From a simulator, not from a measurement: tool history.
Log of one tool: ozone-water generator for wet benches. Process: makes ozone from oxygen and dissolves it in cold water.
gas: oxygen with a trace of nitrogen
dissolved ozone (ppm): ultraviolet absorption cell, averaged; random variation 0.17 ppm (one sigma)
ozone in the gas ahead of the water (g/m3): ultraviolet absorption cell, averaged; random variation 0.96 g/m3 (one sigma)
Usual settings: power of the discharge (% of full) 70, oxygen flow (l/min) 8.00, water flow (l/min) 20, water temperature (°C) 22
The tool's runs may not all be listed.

run,day,power of the discharge (% of full),oxygen flow (l/min),water flow (l/min),water temperature (°C),dissolved ozone (ppm),ozone in the gas ahead of the water (g/m3)
1,0.000,70,8.00,20,22,20.2,143.6
2,4.212,70,8.00,20,26,18.8,143.5
3,6.367,70,8.00,20,20,21.0,144.1
4,9.138,70,8.00,20,20,21.0,142.2
5,13.062,70,8.00,20,20,20.7,141.8
6,15.617,70,8.00,20,22,20.2,141.0
7,19.579,70,8.00,20,22,19.9,143.1
8,21.950,70,8.00,20,20,20.9,142.6
9,26.146,65,13.12,20,20,18.1,104.1
10,30.508,86,9.88,26,25,18.8,149.1
11,34.212,86,4.04,26,17,20.6,236.1
12,38.129,75,4.04,25,15,19.4,212.0
13,40.750,44,4.78,20,20,14.1,125.8
14,44.775,64,6.53,20,20,19.1,144.7
15,47.312,42,8.00,20,22,12.9,92.6

Forecast each of these 3 alternatives for the next run:
A,50.446,70,8.00,20,15,?,?
B,50.446,70,6.50,20,22,?,?
C,50.446,97,4.38,20,15,?,?

run,dissolved ozone (ppm),ozone in the gas ahead of the water (g/m3)
A,21.9,139.8
B,19.8,154.3
C,27.9,245.1
Without the tool's hidden state the same runs would have given:
run,dissolved ozone (ppm),ozone in the gas ahead of the water (g/m3)
A,26.5,165.0
B,23.9,182.4
C,35.3,303.4
